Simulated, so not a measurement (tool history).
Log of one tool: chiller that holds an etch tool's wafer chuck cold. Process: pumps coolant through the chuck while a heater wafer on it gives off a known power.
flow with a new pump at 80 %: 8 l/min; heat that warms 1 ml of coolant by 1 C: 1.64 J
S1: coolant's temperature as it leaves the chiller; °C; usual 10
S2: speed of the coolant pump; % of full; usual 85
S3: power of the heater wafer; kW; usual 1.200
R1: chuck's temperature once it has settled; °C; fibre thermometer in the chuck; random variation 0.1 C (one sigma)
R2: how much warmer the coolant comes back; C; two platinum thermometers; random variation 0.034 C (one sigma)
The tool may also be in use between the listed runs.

Run 1, day 0.000: usual settings. Result: R1 19.7 °C, R2 5.41 C.
Run 2, day 2.175: usual settings. Result: R1 19.6 °C, R2 5.43 C.
Run 3, day 3.992: usual settings but S3 1.091 kW. Result: R1 18.8 °C, R2 5.01 C.
Run 4, day 5.942: usual settings but S1 1 °C. Result: R1 10.6 °C, R2 5.45 C.
Run 5, day 7.558: usual settings. Result: R1 19.7 °C, R2 5.46 C.
Run 6, day 9.171: usual settings. Result: R1 19.7 °C, R2 5.45 C.
Run 7, day 11.700: usual settings. Result: R1 19.8 °C, R2 5.47 C.
Run 8, day 12.879: usual settings but S1 6 °C. Result: R1 15.6 °C, R2 5.48 C.
Run 9, day 15.067: usual settings. Result: R1 19.7 °C, R2 5.45 C.
Run 10, day 17.454: usual settings. Result: R1 19.9 °C, R2 5.45 C.
Run 11, day 19.171: usual settings. Result: R1 19.9 °C, R2 5.46 C.
Run 12, day 20.812: usual settings but S3 0.994 kW. Result: R1 18.2 °C, R2 4.44 C.
Run 13, day 23.438: usual settings. Result: R1 19.8 °C, R2 5.49 C.
Run 14, day 24.675: usual settings. Result: R1 19.8 °C, R2 5.50 C.
Run 15, day 26.917: usual settings but S1 0 °C. Result: R1 9.9 °C, R2 5.50 C.
At day 27.138: chiller's thermometer calibrated.
Run 16, day 28.667: usual settings but S2 84 % of full. Result: R1 20.1 °C, R2 5.63 C.
Run 17, day 30.975: usual settings but S2 78 % of full, S3 0.779 kW. Result: R1 17.1 °C, R2 3.93 C.
Run 18, day 32.821: usual settings but S2 60 % of full, S3 1.177 kW. Result: R1 23.3 °C, R2 7.95 C.
Run 19, day 34.950: usual settings but S2 60 % of full, S3 1.177 kW. Result: R1 23.4 °C, R2 7.97 C.
Run 20, day 36.925: usual settings but S2 92 % of full, S3 1.233 kW. Result: R1 19.6 °C, R2 5.26 C.
At day 38.129: chiller's thermometer calibrated, once more.
Run 21, day 38.212: usual settings but S1 11 °C, S2 82 % of full, S3 1.333 kW. Result: R1 22.0 °C, R2 6.41 C.
Run 22, day 40.896: usual settings but S1 17 °C, S2 86 % of full, S3 1.333 kW. Result: R1 27.5 °C, R2 6.06 C.
Run 23, day 42.908: usual settings but S1 17 °C, S2 86 % of full, S3 1.333 kW. Result: R1 27.8 °C, R2 6.07 C.
Run 24, day 45.475: usual settings but S1 11 °C, S2 86 % of full, S3 1.369 kW. Result: R1 21.8 °C, R2 6.26 C.
Run 25, day 46.754: usual settings but S1 13 °C, S2 80 % of full, S3 1.102 kW. Result: R1 22.5 °C, R2 5.50 C.
Run 26, day 49.483: usual settings but S3 0.660 kW. Result: R1 15.4 °C, R2 3.07 C.
Run 27, day 51.738: usual settings but S1 11 °C, S2 63 % of full, S3 1.030 kW. Result: R1 22.2 °C, R2 6.73 C.
Run 28, day 53.721: usual settings but S1 11 °C, S2 100 % of full, S3 0.717 kW. Result: R1 16.1 °C, R2 2.77 C.
Run 29, day 55.317: usual settings but S1 19 °C, S2 82 % of full, S3 0.751 kW. Result: R1 25.3 °C, R2 3.67 C.
Run 30, day 56.725: usual settings but S1 20 °C, S2 99 % of full, S3 0.694 kW. Result: R1 25.0 °C, R2 2.74 C.
Run 31, day 59.071: usual settings but S1 5 °C, S2 89 % of full, S3 1.194 kW. Result: R1 14.6 °C, R2 5.32 C.

Some steps in R1 between neighbouring runs. How much of each would the tool show without its hidden state too (settings, what came in, random variation), and how much is left for the hidden state, with any gauge scatter that isn't in both results?
The hidden state here: heat passed by the chuck's channels, % of clean ones'; flow at a given pump speed, % of a new pump's; coolant's true temperature over the reading, C; drift of the gauge itself on chuck_c, C; drift of the gauge itself on warmer_back_c, C.
Run 14 -> 15: S1 10 -> 0. R1 -9.9 °C: hidden state +0.1, all else -10.0.
Run 15 -> 16: S1 0 -> 10, S2 85 -> 84, chiller's thermometer calibrated. R1 +10.2 °C: hidden state +0.1, all else +10.1.
Run 17 -> 18: S2 78 -> 60, S3 0.779 -> 1.177. R1 +6.2 °C: hidden state +0.6, all else +5.6.
Run 26 -> 27: S1 10 -> 11, S2 85 -> 63, S3 0.660 -> 1.030. R1 +6.8 °C: hidden state +0.8, all else +6.0.
Run 27 -> 28: S2 63 -> 100, S3 1.030 -> 0.717. R1 -6.1 °C: hidden state -0.7, all else -5.4.
Run 30 -> 31: S1 20 -> 5, S2 99 -> 89, S3 0.694 -> 1.194. R1 -10.4 °C: hidden state +0.6, all else -11.0.
